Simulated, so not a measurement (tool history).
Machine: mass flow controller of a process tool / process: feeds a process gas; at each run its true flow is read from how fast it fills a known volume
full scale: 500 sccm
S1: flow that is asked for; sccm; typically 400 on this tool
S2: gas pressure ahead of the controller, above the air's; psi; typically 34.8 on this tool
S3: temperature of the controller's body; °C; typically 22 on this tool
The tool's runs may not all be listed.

{"run": 1, "hour": 0.0, "S1": 400, "S2": 34.8, "S3": 22, "true flow (%)": 99.35}
{"run": 2, "hour": 103.1, "S1": 400, "S2": 34.8, "S3": 22, "true flow (%)": 99.31}
{"run": 3, "hour": 286.2, "S1": 400, "S2": 34.8, "S3": 22, "true flow (%)": 99.27}
{"run": 4, "hour": 426.7, "S1": 400, "S2": 34.8, "S3": 23, "true flow (%)": 99.48}
{"run": 5, "hour": 545.1, "S1": 400, "S2": 34.8, "S3": 23, "true flow (%)": 99.38}
{"run": 6, "hour": 717.2, "S1": 400, "S2": 34.8, "S3": 32, "true flow (%)": 100.2}
{"run": 7, "hour": 891.8, "S1": 400, "S2": 34.8, "S3": 32, "true flow (%)": 100.24}
{"run": 8, "hour": 1091.2, "S1": 400, "S2": 34.8, "S3": 32, "true flow (%)": 100.25}
{"hour": 1174.6, "done": "controller's zero set anew"}
{"run": 9, "hour": 1281.6, "S1": 400, "S2": 34.8, "S3": 32, "true flow (%)": 100.23}
{"run": 10, "hour": 1486.5, "S1": 400, "S2": 34.8, "S3": 32, "true flow (%)": 100.36}
{"run": 11, "hour": 1630.5, "S1": 400, "S2": 34.8, "S3": 25, "true flow (%)": 99.93}
{"run": 12, "hour": 1762.4, "S1": 400, "S2": 34.8, "S3": 25, "true flow (%)": 99.75}
{"run": 13, "hour": 1965.9, "S1": 400, "S2": 34.8, "S3": 22, "true flow (%)": 99.68}
{"run": 14, "hour": 2093.3, "S1": 400, "S2": 34.8, "S3": 22, "true flow (%)": 99.7}
{"run": 15, "hour": 2224.2, "S1": 400, "S2": 34.8, "S3": 22, "true flow (%)": 99.78}
{"run": 16, "hour": 2338.1, "S1": 400, "S2": 34.8, "S3": 22, "true flow (%)": 99.6}
{"run": 17, "hour": 2500.0, "S1": 400, "S2": 34.8, "S3": 22, "true flow (%)": 99.85}
{"run": 18, "hour": 2663.8, "S1": 381, "S2": 34.8, "S3": 22, "true flow (%)": 99.85}
{"run": 19, "hour": 2800.8, "S1": 381, "S2": 34.8, "S3": 22, "true flow (%)": 99.8}
{"run": 20, "hour": 2902.4, "S1": 248, "S2": 34.8, "S3": 22, "true flow (%)": 99.65}
{"run": 21, "hour": 3030.0, "S1": 248, "S2": 34.8, "S3": 22, "true flow (%)": 99.73}
{"run": 22, "hour": 3130.7, "S1": 248, "S2": 34.8, "S3": 22, "true flow (%)": 99.79}
{"run": 23, "hour": 3252.0, "S1": 400, "S2": 34.8, "S3": 22, "true flow (%)": 100.03}
{"run": 24, "hour": 3436.3, "S1": 400, "S2": 34.8, "S3": 22, "true flow (%)": 99.99}
{"run": 25, "hour": 3552.2, "S1": 400, "S2": 34.8, "S3": 22, "true flow (%)": 100.05}
{"run": 26, "hour": 3660.7, "S1": 400, "S2": 34.8, "S3": 22, "true flow (%)": 100}
{"run": 27, "hour": 3813.6, "S1": 109, "S2": 23.4, "S3": 31, "true flow (%)": 100.96}
{"run": 28, "hour": 3916.7, "S1": 86, "S2": 33.4, "S3": 22, "true flow (%)": 99.56}
{"run": 29, "hour": 4028.9, "S1": 277, "S2": 37.1, "S3": 34, "true flow (%)": 100.64}
{"run": 30, "hour": 4116.8, "S1": 76, "S2": 37.1, "S3": 22, "true flow (%)": 99.37}
{"run": 31, "hour": 4281.8, "S1": 76, "S2": 37.1, "S3": 22, "true flow (%)": 99.51}
{"run": 32, "hour": 4484.3, "S1": 142, "S2": 37.1, "S3": 35, "true flow (%)": 100.69}
{"run": 33, "hour": 4674.4, "S1": 92, "S2": 24.8, "S3": 22, "true flow (%)": 100.39}
{"run": 34, "hour": 4834.8, "S1": 92, "S2": 24.8, "S3": 22, "true flow (%)": 100.2}
{"run": 35, "hour": 4980.3, "S1": 164, "S2": 34.1, "S3": 40, "true flow (%)": 101.34}
{"run": 36, "hour": 5176.5, "S1": 194, "S2": 40.3, "S3": 40, "true flow (%)": 101.09}
{"run": 37, "hour": 5365.4, "S1": 400, "S2": 28.7, "S3": 22, "true flow (%)": 100.54}
{"run": 38, "hour": 5495.2, "S1": 179, "S2": 23.5, "S3": 21, "true flow (%)": 100.66}
{"run": 39, "hour": 5615.2, "S1": 321, "S2": 39.3, "S3": 22, "true flow (%)": 100.08}
{"run": 40, "hour": 5735.4, "S1": 321, "S2": 39.3, "S3": 22, "true flow (%)": 100.07}
{"hour": 5788.0, "done": "gauge calibrated"}
{"run": 41, "hour": 5929.8, "S1": 321, "S2": 39.3, "S3": 22, "true flow (%)": 98.99}
{"run": 42, "hour": 6064.7, "S1": 134, "S2": 31.2, "S3": 22, "true flow (%)": 99.09}
{"run": 43, "hour": 6263.0, "S1": 134, "S2": 31.2, "S3": 22, "true flow (%)": 99.14}
{"run": 44, "hour": 6363.7, "S1": 95, "S2": 33.1, "S3": 22, "true flow (%)": 99.05}
{"run": 45, "hour": 6510.9, "S1": 354, "S2": 26.8, "S3": 25, "true flow (%)": 99.82}
{"run": 46, "hour": 6686.5, "S1": 64, "S2": 38.1, "S3": 25, "true flow (%)": 98.97}
{"run": 47, "hour": 6822.3, "S1": 146, "S2": 36, "S3": 25, "true flow (%)": 99.4}

5 options for the next run, each taken on its own from the tool as it stands now. Forecast them:
{"run": "A", "hour": 7008.4, "S1": 169, "S2": 36.7, "S3": 26, "true flow (%)": "?"}
{"run": "B", "hour": 7008.4, "S1": 279, "S2": 28.1, "S3": 25, "true flow (%)": "?"}
{"run": "C", "hour": 7008.4, "S1": 400, "S2": 34.8, "S3": 27, "true flow (%)": "?"}
{"run": "D", "hour": 7008.4, "S1": 149, "S2": 29.3, "S3": 22, "true flow (%)": "?"}
{"run": "E", "hour": 7008.4, "S1": 352, "S2": 24.8, "S3": 22, "true flow (%)": "?"}

run=A true_flow_(%)=99.33
run=B true_flow_(%)=100.1
run=C true_flow_(%)=99.97
run=D true_flow_(%)=99.37
run=E true_flow_(%)=100.06
Without the tool's unlogged condition, the same runs would have read:
run=A true_flow_(%)=99.1
run=B true_flow_(%)=99.87
run=C true_flow_(%)=99.73
run=D true_flow_(%)=99.14
run=E true_flow_(%)=99.83

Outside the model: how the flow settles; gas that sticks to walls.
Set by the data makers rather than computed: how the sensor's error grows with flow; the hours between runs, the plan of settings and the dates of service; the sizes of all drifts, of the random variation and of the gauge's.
